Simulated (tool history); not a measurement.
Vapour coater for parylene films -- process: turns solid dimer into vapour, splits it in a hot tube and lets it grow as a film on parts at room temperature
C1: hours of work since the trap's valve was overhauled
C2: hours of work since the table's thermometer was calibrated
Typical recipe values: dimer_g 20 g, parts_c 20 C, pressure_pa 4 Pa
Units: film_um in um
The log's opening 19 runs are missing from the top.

At day 22.1: trap's valve overhauled.
Run 20, day 23.162: usual settings but parts_c 15 C; C1 13; C2 761. Result: film_um 19.18 um.
Run 21, day 24.429: usual settings but dimer_g 10 g; C1 28; C2 777. Result: film_um 7.47 um.
Run 22, day 25.733: usual settings but dimer_g 10 g; C1 44; C2 792. Result: film_um 7.43 um.
Run 23, day 26.617: usual settings but dimer_g 24 g; C1 54; C2 803. Result: film_um 17.56 um.
Run 24, day 27.942: usual settings but dimer_g 24 g; C1 70; C2 819. Result: film_um 17.75 um.
Run 25, day 29.504: usual settings but dimer_g 15 g, pressure_pa 2.17 Pa; C1 89; C2 837. Result: film_um 12.61 um.
Run 26, day 30.688: usual settings but dimer_g 15 g, pressure_pa 2.17 Pa; C1 103; C2 852. Result: film_um 12.26 um.
Run 27, day 31.946: usual settings but dimer_g 9 g, parts_c 21 C, pressure_pa 8.06 Pa; C1 118; C2 867. Result: film_um 5.41 um.
Run 28, day 32.821: usual settings but pressure_pa 5.69 Pa; C1 129; C2 877. Result: film_um 13.42 um.
Run 29, day 33.904: usual settings but parts_c 23 C, pressure_pa 4.67 Pa; C1 142; C2 890. Result: film_um 11.83 um.
Run 30, day 35.342: usual settings but dimer_g 12 g, parts_c 13 C, pressure_pa 5.46 Pa; C1 159; C2 907. Result: film_um 11.3 um.
Run 31, day 36.342: usual settings but dimer_g 9 g, parts_c 13 C, pressure_pa 5.46 Pa; C1 171; C2 920. Result: film_um 8.38 um.
Run 32, day 37.196: usual settings but dimer_g 9 g, parts_c 13 C, pressure_pa 5.46 Pa; C1 181; C2 930. Result: film_um 8.47 um.
Run 33, day 38.217: usual settings but dimer_g 9 g, parts_c 13 C, pressure_pa 5.46 Pa; C1 193; C2 942. Result: film_um 8.39 um.
Run 34, day 38.946: usual settings but dimer_g 11 g, parts_c 22 C, pressure_pa 5.81 Pa; C1 202; C2 951. Result: film_um 6.48 um.
Run 35, day 39.85: usual settings but dimer_g 13 g, parts_c 15 C, pressure_pa 6.23 Pa; C1 213; C2 962. Result: film_um 10.58 um.
Run 36, day 40.592: usual settings but dimer_g 8 g, parts_c 21 C; C1 222; C2 970. Result: film_um 5.29 um.
Run 37, day 41.3: usual settings but parts_c 18 C; C1 230; C2 979. Result: film_um 15.35 um.
Run 38, day 42.842: usual settings but dimer_g 14 g, pressure_pa 2.84 Pa; C1 249; C2 997. Result: film_um 10.51 um.
Run 39, day 44.012: usual settings but dimer_g 14 g, pressure_pa 2.84 Pa; C1 263; C2 1011. Result: film_um 10.39 um.
Run 40, day 45.45: usual settings but dimer_g 14 g, parts_c 13 C, pressure_pa 2.84 Pa; C1 280; C2 1029. Result: film_um 13.76 um.
Run 41, day 46.779: usual settings but dimer_g 12 g, pressure_pa 4.3 Pa; C1 296; C2 1045. Result: film_um 7.99 um.
At day 47.192: trap's valve overhauled.
Run 42, day 48.533: usual settings but pressure_pa 4.5 Pa; C1 16; C2 1064. Result: film_um 15.04 um.
Run 43, day 49.583: usual settings but dimer_g 29 g, pressure_pa 8.02 Pa; C1 29; C2 1076. Result: film_um 19.3 um.
Run 44, day 50.442: usual settings but dimer_g 11 g; C1 39; C2 1087. Result: film_um 8.27 um.

Below are 3 alternative next runs, each starting from the tool's condition after run 44. Predict each:
Run A, day 51.679: usual settings but dimer_g 22 g, parts_c 27 C; C1 54; C2 1101. Result: film_um ?.
Run B, day 51.679: usual settings but dimer_g 11 g, parts_c 13 C, pressure_pa 8.33 Pa; C1 54; C2 1101. Result: film_um ?.
Run C, day 51.679: usual settings but dimer_g 9 g, parts_c 30 C; C1 54; C2 1101. Result: film_um ?.

run  film_um
  A    11.74
  B    10.01
  C     4.12
With no hidden state in the tool, these same runs would have given:
run  film_um
  A    11.31
  B     9.64
  C     3.97
